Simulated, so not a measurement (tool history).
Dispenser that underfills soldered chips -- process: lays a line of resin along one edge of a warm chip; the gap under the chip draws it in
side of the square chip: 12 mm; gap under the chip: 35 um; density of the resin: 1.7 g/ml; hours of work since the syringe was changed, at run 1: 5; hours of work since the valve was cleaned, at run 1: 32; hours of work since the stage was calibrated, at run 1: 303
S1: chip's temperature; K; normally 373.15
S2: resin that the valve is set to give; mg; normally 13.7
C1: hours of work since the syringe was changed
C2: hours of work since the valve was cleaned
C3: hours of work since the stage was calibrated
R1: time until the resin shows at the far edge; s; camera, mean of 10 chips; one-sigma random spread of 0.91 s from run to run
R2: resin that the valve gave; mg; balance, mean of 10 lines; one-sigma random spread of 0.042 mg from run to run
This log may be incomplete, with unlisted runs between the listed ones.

Run 1, day 0.000: usual settings; C1 5; C2 32; C3 303. Result: R1 122.7 s, R2 13.31 mg.
At day 0.179: new syringe of resin.
Run 2, day 0.467: usual settings; C1 4; C2 38; C3 310. Result: R1 115.1 s, R2 13.13 mg.
At day 0.658: new syringe of resin.
Run 3, day 0.750: usual settings; C1 1; C2 42; C3 314. Result: R1 90.5 s, R2 13.14 mg.
Run 4, day 1.058: usual settings; C1 6; C2 47; C3 318. Result: R1 135.7 s, R2 13.12 mg.
At day 1.154: new syringe of resin.
At day 1.379: dispensing valve cleaned and set on the balance.
Run 5, day 1.608: usual settings; C1 6; C2 3; C3 326. Result: R1 137.9 s, R2 13.75 mg.
At day 1.696: new syringe of resin.
Run 6, day 1.883: usual settings; C1 3; C2 7; C3 330. Result: R1 99.2 s, R2 13.62 mg.
At day 2.200: new syringe of resin.
Run 7, day 2.392: usual settings; C1 3; C2 15; C3 337. Result: R1 102.7 s, R2 13.52 mg.
At day 2.700: new syringe of resin.
Run 8, day 2.742: usual settings; C1 1; C2 20; C3 342. Result: R1 85.0 s, R2 13.50 mg.
At day 3.175: new syringe of resin.
Run 9, day 3.175: usual settings; C1 0; C2 26; C3 348. Result: R1 77.4 s, R2 13.40 mg.
Run 10, day 3.579: usual settings but S1 371.15 K; C1 6; C2 32; C3 354. Result: R1 147.0 s, R2 13.26 mg.
At day 3.675: new syringe of resin.
Run 11, day 4.071: usual settings but S1 371.15 K; C1 6; C2 39; C3 361. Result: R1 142.9 s, R2 13.15 mg.
At day 4.167: new syringe of resin.
Run 12, day 4.400: usual settings but S2 13.2 mg; C1 3; C2 44; C3 366. Result: R1 108.9 s, R2 12.66 mg.
At day 4.675: new syringe of resin.
Run 13, day 4.829: usual settings but S2 13.2 mg; C1 2; C2 50; C3 372. Result: R1 98.0 s, R2 12.62 mg.
At day 4.962: dispensing valve cleaned and set on the balance.
At day 5.221: new syringe of resin.
Run 14, day 5.400: usual settings but S2 13.2 mg; C1 3; C2 6; C3 380. Result: R1 100.3 s, R2 13.08 mg.
At day 5.708: new syringe of resin.
Run 15, day 5.708: usual settings but S2 13.2 mg; C1 0; C2 11; C3 384. Result: R1 79.2 s, R2 13.06 mg.
Run 16, day 6.021: usual settings but S2 13.2 mg; C1 5; C2 15; C3 389. Result: R1 119.8 s, R2 13.03 mg.
At day 6.183: new syringe of resin.
Run 17, day 6.517: usual settings but S2 13.2 mg; C1 5; C2 22; C3 396. Result: R1 121.9 s, R2 12.96 mg.
At day 6.671: new syringe of resin.
Run 18, day 6.962: usual settings but S1 386.15 K; C1 4; C2 29; C3 403. Result: R1 75.3 s, R2 13.38 mg.
At day 7.167: new syringe of resin.
Run 19, day 7.288: usual settings but S1 386.15 K; C1 2; C2 34; C3 407. Result: R1 61.0 s, R2 13.33 mg.
At day 7.679: new syringe of resin.
Run 20, day 7.721: usual settings but S1 386.15 K, S2 15.4 mg; C1 1; C2 40; C3 414. Result: R1 52.8 s, R2 14.86 mg.
Run 21, day 7.971: usual settings but S1 386.15 K, S2 15.4 mg; C1 4; C2 44; C3 417. Result: R1 75.6 s, R2 14.80 mg.
At day 8.146: new syringe of resin.
Run 22, day 8.342: usual settings but S1 358.15 K, S2 11.9 mg; C1 3; C2 49; C3 423. Result: R1 171.2 s, R2 11.37 mg.
At day 8.533: dispensing valve cleaned and set on the balance.
At day 8.692: new syringe of resin.
Run 23, day 8.808: usual settings but S1 382.15 K, S2 16.2 mg; C1 2; C2 4; C3 429. Result: R1 66.0 s, R2 16.18 mg.
At day 9.183: new syringe of resin.
Run 24, day 9.338: usual settings but S1 382.15 K, S2 16.2 mg; C1 2; C2 12; C3 436. Result: R1 70.7 s, R2 16.06 mg.
At day 9.683: new syringe of resin.
Run 25, day 9.762: usual settings but S1 370.15 K, S2 11.9 mg; C1 1; C2 18; C3 442. Result: R1 98.5 s, R2 11.70 mg.
Run 26, day 10.004: usual settings but S1 385.15 K, S2 12.2 mg; C1 5; C2 21; C3 446. Result: R1 83.7 s, R2 11.99 mg.
At day 10.150: new syringe of resin.
Run 27, day 10.588: usual settings but S1 385.15 K, S2 12.2 mg; C1 6; C2 30; C3 455. Result: R1 95.4 s, R2 11.91 mg.
At day 10.654: new syringe of resin.
Run 28, day 10.950: usual settings but S1 385.15 K, S2 12.2 mg; C1 4; C2 35; C3 460. Result: R1 81.3 s, R2 11.82 mg.
At day 11.150: new syringe of resin.
Run 29, day 11.396: usual settings but S1 385.15 K, S2 12.2 mg; C1 4; C2 41; C3 466. Result: R1 75.0 s, R2 11.79 mg.
At day 11.633: new syringe of resin.
Run 30, day 11.838: usual settings but S1 378.15 K, S2 12.2 mg; C1 3; C2 48; C3 472. Result: R1 86.4 s, R2 11.69 mg.

Predict the results of run 31:
At day 12.092: dispensing valve cleaned and set on the balance.
At day 12.146: new syringe of resin.
Run 31, day 12.221: usual settings but S1 378.15 K, S2 14.3 mg; C1 1; C2 2; C3 477. Result: R1 ?, R2 ?.

R1: 71.3 s
R2: 14.29 mg
If the tool had no hidden condition, the same run with the same run-to-run variation would have returned R1 71.5 s, R2 14.29 mg.
